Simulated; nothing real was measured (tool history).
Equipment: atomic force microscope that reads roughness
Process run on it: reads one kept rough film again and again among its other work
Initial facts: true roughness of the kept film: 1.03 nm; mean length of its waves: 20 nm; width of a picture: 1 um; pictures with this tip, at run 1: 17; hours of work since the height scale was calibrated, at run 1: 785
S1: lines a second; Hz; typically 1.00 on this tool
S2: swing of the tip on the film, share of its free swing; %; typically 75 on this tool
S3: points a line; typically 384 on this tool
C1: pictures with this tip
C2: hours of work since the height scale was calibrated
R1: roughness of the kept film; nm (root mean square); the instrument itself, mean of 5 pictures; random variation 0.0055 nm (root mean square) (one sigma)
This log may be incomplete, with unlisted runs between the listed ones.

| run | day | S1 | S2 | S3 | C1 | C2 | R1 |
|---|---|---|---|---|---|---|---|
| 1 | 0.000 | 1.00 | 75 | 384 | 17 | 785 | 0.838 |
| 2 | 0.892 | 1.00 | 75 | 384 | 37 | 798 | 0.796 |
| 3 | 2.425 | 1.00 | 75 | 384 | 70 | 819 | 0.732 |
|  | 2.646 | new tip fitted |
| 4 | 4.250 | 1.00 | 75 | 414 | 35 | 845 | 0.812 |
| 5 | 5.488 | 1.00 | 75 | 414 | 62 | 862 | 0.759 |
|  | 6.175 | new tip fitted |
| 6 | 6.483 | 1.00 | 75 | 958 | 7 | 876 | 0.898 |
| 7 | 7.596 | 1.00 | 75 | 286 | 31 | 891 | 0.805 |
| 8 | 8.479 | 1.00 | 75 | 286 | 51 | 904 | 0.757 |
|  | 9.692 | new tip fitted |
| 9 | 9.842 | 1.00 | 75 | 286 | 3 | 923 | 0.892 |
| 10 | 10.883 | 1.00 | 75 | 286 | 26 | 937 | 0.825 |
| 11 | 11.833 | 1.00 | 75 | 286 | 47 | 951 | 0.772 |
|  | 13.242 | new tip fitted |
| 12 | 13.671 | 1.00 | 75 | 384 | 10 | 976 | 0.881 |
| 13 | 15.271 | 1.00 | 75 | 384 | 45 | 999 | 0.789 |
| 14 | 16.200 | 1.00 | 75 | 384 | 65 | 1012 | 0.738 |
|  | 16.700 | new tip fitted |
| 15 | 17.588 | 1.00 | 75 | 961 | 19 | 1031 | 0.866 |
| 16 | 18.579 | 1.00 | 75 | 961 | 41 | 1045 | 0.807 |
| 17 | 19.983 | 1.00 | 75 | 384 | 72 | 1064 | 0.732 |
|  | 20.117 | new tip fitted |
| 18 | 22.179 | 1.00 | 75 | 384 | 45 | 1095 | 0.786 |
|  | 23.562 | new tip fitted |
| 19 | 23.946 | 1.00 | 75 | 384 | 8 | 1119 | 0.880 |
| 20 | 25.479 | 1.00 | 75 | 384 | 42 | 1141 | 0.785 |
| 21 | 26.842 | 1.22 | 75 | 384 | 72 | 1160 | 0.722 |
|  | 27.121 | new tip fitted |
| 22 | 28.517 | 1.00 | 75 | 382 | 30 | 1183 | 0.829 |
|  | 30.554 | new tip fitted |
| 23 | 30.725 | 1.00 | 75 | 382 | 3 | 1214 | 0.892 |
| 24 | 31.654 | 1.00 | 75 | 382 | 24 | 1227 | 0.829 |
| 25 | 33.229 | 1.00 | 75 | 382 | 58 | 1249 | 0.744 |
|  | 34.079 | new tip fitted |
| 26 | 34.267 | 1.00 | 75 | 384 | 4 | 1263 | 0.893 |
| 27 | 35.438 | 1.14 | 77 | 343 | 30 | 1280 | 0.809 |
| 28 | 37.288 | 1.14 | 77 | 343 | 70 | 1306 | 0.726 |
|  | 37.604 | new tip fitted |
| 29 | 38.350 | 1.14 | 77 | 343 | 16 | 1320 | 0.835 |
| 30 | 39.246 | 1.14 | 77 | 294 | 36 | 1333 | 0.796 |
| 31 | 40.604 | 1.91 | 61 | 769 | 66 | 1352 | 0.750 |
|  | 41.058 | new tip fitted |
| 32 | 41.929 | 2.36 | 59 | 769 | 19 | 1370 | 0.847 |
|  | 43.642 | height scale calibrated on a step standard |
| 33 | 43.971 | 2.92 | 55 | 308 | 63 | 5 | 0.759 |
|  | 44.596 | new tip fitted |
| 34 | 46.154 | 3.10 | 75 | 343 | 34 | 35 | 0.795 |
|  | 48.038 | new tip fitted |
| 35 | 48.096 | 1.00 | 66 | 660 | 1 | 62 | 0.936 |
| 36 | 49.688 | 3.67 | 55 | 703 | 36 | 84 | 0.831 |
| 37 | 51.038 | 1.38 | 72 | 265 | 66 | 103 | 0.750 |
|  | 51.471 | new tip fitted |
| 38 | 52.312 | 0.59 | 72 | 276 | 18 | 121 | 0.870 |
| 39 | 54.262 | 0.68 | 72 | 276 | 61 | 148 | 0.769 |
|  | 54.983 | new tip fitted |
| 40 | 55.492 | 1.04 | 88 | 276 | 11 | 165 | 0.855 |
| 41 | 57.467 | 2.81 | 81 | 276 | 54 | 193 | 0.728 |
|  | 58.462 | new tip fitted |
| 42 | 59.142 | 1.27 | 57 | 358 | 15 | 216 | 0.892 |
| 43 | 61.221 | 3.53 | 75 | 312 | 60 | 245 | 0.716 |
|  | 61.933 | new tip fitted |
| 44 | 62.550 | 3.53 | 83 | 349 | 14 | 264 | 0.817 |
| 45 | 64.217 | 3.87 | 57 | 349 | 51 | 287 | 0.785 |
|  | 65.371 | new tip fitted |
| 46 | 65.688 | 3.87 | 57 | 349 | 7 | 307 | 0.885 |
| 47 | 67.779 | 3.87 | 57 | 349 | 53 | 337 | 0.772 |
|  | 68.850 | new tip fitted |
| 48 | 69.067 | 0.53 | 58 | 626 | 4 | 354 | 0.937 |
| 49 | 70.108 | 2.27 | 75 | 921 | 27 | 369 | 0.830 |
| 50 | 71.400 | 2.27 | 75 | 921 | 56 | 387 | 0.752 |
|  | 72.354 | new tip fitted |
| 51 | 72.354 | 1.00 | 66 | 851 | 0 | 400 | 0.934 |

What differs in the tool's unlogged condition from the final listed run ahead of each entry between runs to the first listed run following it?
In the gap between runs 3 and 4: new tip fitted (day 2.646)
  radius of the tip, nm: 33.2 -> 19.1; height scale over the true one, %: -1.68 -> -1.73
  measured minus no-state result, R1: -0.198 -> -0.110 nm (root mean square)
In the gap between runs 5 and 6: new tip fitted (day 6.175)
  radius of the tip, nm: 27.9 -> 9.8; height scale over the true one, %: -1.76 -> -1.78
  measured minus no-state result, R1: -0.167 -> -0.040 nm (root mean square)
In the gap between runs 8 and 9: new tip fitted (day 9.692)
  radius of the tip, nm: 25.2 -> 8; height scale over the true one, %: -1.83 -> -1.87
  measured minus no-state result, R1: -0.149 -> -0.026 nm (root mean square)
In the gap between runs 11 and 12: new tip fitted (day 13.242)
  radius of the tip, nm: 23.6 -> 11; height scale over the true one, %: -1.92 -> -1.96
  measured minus no-state result, R1: -0.140 -> -0.051 nm (root mean square)
In the gap between runs 14 and 15: new tip fitted (day 16.700)
  radius of the tip, nm: 30.1 -> 14; height scale over the true one, %: -2.03 -> -2.06
  measured minus no-state result, R1: -0.181 -> -0.076 nm (root mean square)
In the gap between runs 17 and 18: new tip fitted (day 20.117)
  radius of the tip, nm: 33.7 -> 23.3; height scale over the true one, %: -2.12 -> -2.18
  measured minus no-state result, R1: -0.204 -> -0.141 nm (root mean square)
In the gap between runs 18 and 19: new tip fitted (day 23.562)
  radius of the tip, nm: 23.3 -> 10.3; height scale over the true one, %: -2.18 -> -2.23
  measured minus no-state result, R1: -0.141 -> -0.048 nm (root mean square)
In the gap between runs 21 and 22: new tip fitted (day 27.121)
  radius of the tip, nm: 33.6 -> 17; height scale over the true one, %: -2.3 -> -2.34
  measured minus no-state result, R1: -0.204 -> -0.100 nm (root mean square)
In the gap between runs 22 and 23: new tip fitted (day 30.554)
  radius of the tip, nm: 17 -> 8.6; height scale over the true one, %: -2.34 -> -2.4
  measured minus no-state result, R1: -0.100 -> -0.036 nm (root mean square)
In the gap between runs 25 and 26: new tip fitted (day 34.079)
  radius of the tip, nm: 28.6 -> 8.8; height scale over the true one, %: -2.47 -> -2.49
  measured minus no-state result, R1: -0.176 -> -0.039 nm (root mean square)
In the gap between runs 28 and 29: new tip fitted (day 37.604)
  radius of the tip, nm: 31.2 -> 13.6; height scale over the true one, %: -2.56 -> -2.59
  measured minus no-state result, R1: -0.191 -> -0.077 nm (root mean square)
In the gap between runs 31 and 32: new tip fitted (day 41.058)
  radius of the tip, nm: 31.3 -> 14.6; height scale over the true one, %: -2.65 -> -2.68
  measured minus no-state result, R1: -0.196 -> -0.085 nm (root mean square)
In the gap between runs 32 and 33: height scale calibrated on a step standard (day 43.642)
  radius of the tip, nm: 14.6 -> 29.6; height scale over the true one, %: -2.68 -> -0.09
  measured minus no-state result, R1: -0.085 -> -0.163 nm (root mean square)
In the gap between runs 33 and 34: new tip fitted (day 44.596)
  radius of the tip, nm: 29.6 -> 18; height scale over the true one, %: -0.09 -> -0.15
  measured minus no-state result, R1: -0.163 -> -0.085 nm (root mean square)
In the gap between runs 34 and 35: new tip fitted (day 48.038)
  radius of the tip, nm: 18 -> 7.4; height scale over the true one, %: -0.15 -> -0.2
  measured minus no-state result, R1: -0.085 -> -0.006 nm (root mean square)
In the gap between runs 37 and 38: new tip fitted (day 51.471)
  radius of the tip, nm: 29.1 -> 13.1; height scale over the true one, %: -0.27 -> -0.3
  measured minus no-state result, R1: -0.160 -> -0.053 nm (root mean square)
In the gap between runs 39 and 40: new tip fitted (day 54.983)
  radius of the tip, nm: 26.6 -> 12; height scale over the true one, %: -0.35 -> -0.38
  measured minus no-state result, R1: -0.146 -> -0.044 nm (root mean square)
In the gap between runs 41 and 42: new tip fitted (day 58.462)
  radius of the tip, nm: 26.7 -> 12.5; height scale over the true one, %: -0.44 -> -0.48
  measured minus no-state result, R1: -0.140 -> -0.051 nm (root mean square)
In the gap between runs 43 and 44: new tip fitted (day 61.933)
  radius of the tip, nm: 28.3 -> 12.6; height scale over the true one, %: -0.53 -> -0.56
  measured minus no-state result, R1: -0.150 -> -0.048 nm (root mean square)
In the gap between runs 45 and 46: new tip fitted (day 65.371)
  radius of the tip, nm: 24.6 -> 9.7; height scale over the true one, %: -0.61 -> -0.65
  measured minus no-state result, R1: -0.136 -> -0.029 nm (root mean square)
In the gap between runs 47 and 48: new tip fitted (day 68.850)
  radius of the tip, nm: 25.7 -> 9.3; height scale over the true one, %: -0.7 -> -0.73
  measured minus no-state result, R1: -0.143 -> -0.027 nm (root mean square)
In the gap between runs 50 and 51: new tip fitted (day 72.354)
  radius of the tip, nm: 27.4 -> 7.1; height scale over the true one, %: -0.79 -> -0.81
  measured minus no-state result, R1: -0.153 -> -0.009 nm (root mean square)
